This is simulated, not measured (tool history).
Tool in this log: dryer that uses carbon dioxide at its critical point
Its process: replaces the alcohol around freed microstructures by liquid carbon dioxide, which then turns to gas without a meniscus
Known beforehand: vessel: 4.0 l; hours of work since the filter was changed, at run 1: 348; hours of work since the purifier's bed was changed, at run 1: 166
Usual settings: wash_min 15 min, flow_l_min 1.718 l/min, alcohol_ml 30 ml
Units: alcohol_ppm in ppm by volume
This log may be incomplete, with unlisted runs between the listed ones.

run	hour	wash_min	flow_l_min	alcohol_ml	hours of work since the filter was changed	hours of work since the purifier's bed was changed	alcohol_ppm
1	0	15	1.718	30	348	166	141
2	14.5	15	1.718	30	358	176	148
3	29.3	15	1.718	30	368	186	136
4	44.3	15	1.718	30	378	196	142
5	55.7	16	1.718	30	385	204	118
6	63.1	16	1.718	30	390	209	114
7	70.2	15	1.718	98	395	213	392
8	77.2	15	1.77	98	400	218	337
9	87.7	15	1.77	98	407	225	360
10	99.2	15	1.77	98	415	233	354
11	114.1	11	1.77	98	425	243	1077
12	128.3	15	1.718	43	434	252	203
13	139.4	15	1.718	30	441	260	160
14	152.9	15	1.718	30	451	269	160
15	163.5	15	1.718	30	458	276	161
16	176.2	15	1.718	30	466	284	172
17	185.4	15	1.718	100	472	290	447
18	194.9	18	1.718	26	479	297	93
19	208	18	1.04	26	487	305	351
20	223.1	14	2.14	76	498	316	216
21	234.5	9	1.718	30	505	323	711
22	246.1	11	1.23	56	513	331	1638
23	260.8	17	1.718	30	523	341	122
# hour 273.6: inlet filter changed
24	277	17	1.718	30	2	351	83
25	290.7	18	1.55	37	11	360	112
26	304.1	18	1.55	52	20	369	136
27	319.3	15	1.3	31	31	379	277
28	334.3	15	1.64	44	41	389	185
29	347.7	15	1.64	44	50	398	188
30	361.5	14	1.08	48	59	408	797
31	372.2	15	1.49	73	66	415	371
32	382.6	17	1.49	25	73	422	131
33	396.7	17	1.49	25	82	431	125

A few steps of alcohol_ppm between consecutive runs. Split each: what settings, incoming material and random variation would produce without the hidden state, and what is left over for the hidden state, along with gauge scatter present in only one of the two compared results (measured, and without hidden state):
The hidden state here: flow that reaches the vessel past the clogged filter, %; alcohol in the recycled carbon dioxide, ppm; drift of the gauge itself on alcohol_ppm, %.
Run 11 -> 12: wash_min 11 -> 15, flow_l_min 1.77 -> 1.718, alcohol_ml 98 -> 43. alcohol_ppm -874 ppm by volume: hidden state -275, all else -599.
Run 21 -> 22: wash_min 9 -> 11, flow_l_min 1.718 -> 1.23, alcohol_ml 30 -> 56. alcohol_ppm +927 ppm by volume: hidden state +260, all else +667.
Run 22 -> 23: wash_min 11 -> 17, flow_l_min 1.23 -> 1.718, alcohol_ml 56 -> 30. alcohol_ppm -1516 ppm by volume: hidden state -426, all else -1090.
